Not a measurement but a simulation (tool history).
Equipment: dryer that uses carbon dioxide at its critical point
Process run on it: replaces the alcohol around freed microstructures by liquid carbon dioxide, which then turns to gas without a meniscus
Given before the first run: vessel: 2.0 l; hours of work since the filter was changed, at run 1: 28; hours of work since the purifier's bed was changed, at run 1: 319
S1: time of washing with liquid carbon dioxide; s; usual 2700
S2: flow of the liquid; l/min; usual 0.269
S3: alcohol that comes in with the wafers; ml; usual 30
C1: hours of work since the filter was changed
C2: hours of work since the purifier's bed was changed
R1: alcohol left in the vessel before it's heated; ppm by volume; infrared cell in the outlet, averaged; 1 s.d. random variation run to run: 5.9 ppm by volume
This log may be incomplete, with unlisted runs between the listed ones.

run	hour	S1	S2	S3	C1	C2	R1
1	0.0	2700	0.269	30	28	319	298
2	10.7	2700	0.269	30	35	326	295
3	20.0	2700	0.269	30	41	332	298
4	31.0	2700	0.269	30	49	339	298
5	42.6	2700	0.269	75	56	346	680
6	54.9	2700	0.269	75	64	354	675
7	65.8	3900	0.269	75	71	362	185
8	77.9	3900	0.269	75	79	370	191
9	91.2	3900	0.269	75	88	378	197
10	101.7	2700	0.269	30	95	385	352
11	114.4	2700	0.376	30	103	393	133
12	123.1	3840	0.269	30	109	399	136
13	130.9	3840	0.269	30	114	404	133
14	139.7	2700	0.307	30	120	410	243
15	147.8	2700	0.269	30	125	415	380
16	160.5	2700	0.269	30	133	424	400
17	174.3	2700	0.362	30	142	433	168
18	188.1	2700	0.269	30	151	442	421
19	197.1	2700	0.269	30	157	448	409
20	212.3	2700	0.269	30	167	458	440
21	226.5	2700	0.224	30	177	467	755
22	241.6	2700	0.269	31	186	477	479
23	250.8	2700	0.203	31	193	483	1045
24	262.9	2700	0.203	31	200	491	1081
25	271.6	2700	0.203	31	206	496	1070
26	287.2	2940	0.269	20	216	507	296
27	300.9	2280	0.269	48	225	516	1263
28	309.6	2280	0.269	48	231	521	1270
29	319.6	2040	0.439	116	238	528	850
30	328.7	2880	0.329	89	243	534	541
# hour 331.5: inlet filter changed
31	339.1	2880	0.329	89	5	540	269
32	345.7	2880	0.329	89	9	544	270
33	356.3	4260	0.269	50	16	551	144
34	369.4	2640	0.408	90	25	560	200
35	383.8	1920	0.175	71	34	569	5141
36	391.9	3720	0.269	48	40	574	192
37	399.6	2160	0.269	84	45	579	1594
38	413.4	2160	0.269	84	54	589	1651
39	426.3	2160	0.269	84	62	597	1684
40	439.1	3060	0.264	30	70	605	276
41	448.7	3060	0.264	30	77	612	281
42	463.1	4140	0.254	30	86	621	167
43	473.8	2700	0.269	62	93	628	692
44	483.6	2700	0.269	27	100	634	376
45	493.5	2280	0.280	39	106	641	719
46	507.5	2820	0.269	49	115	650	529
47	515.9	2820	0.269	49	121	656	524

Entry by entry between the runs, the difference in hidden state between the last listed run before and the first listed run after:
Logged between run 30 and run 31: inlet filter changed (hour 331.5)
  flow that reaches the vessel past the clogged filter, %: 81.9 -> 99.5; alcohol in the recycled carbon dioxide, ppm: 106.2 -> 107.3
  measured value less the no-hidden-state value, R1: +381 -> +107 ppm by volume
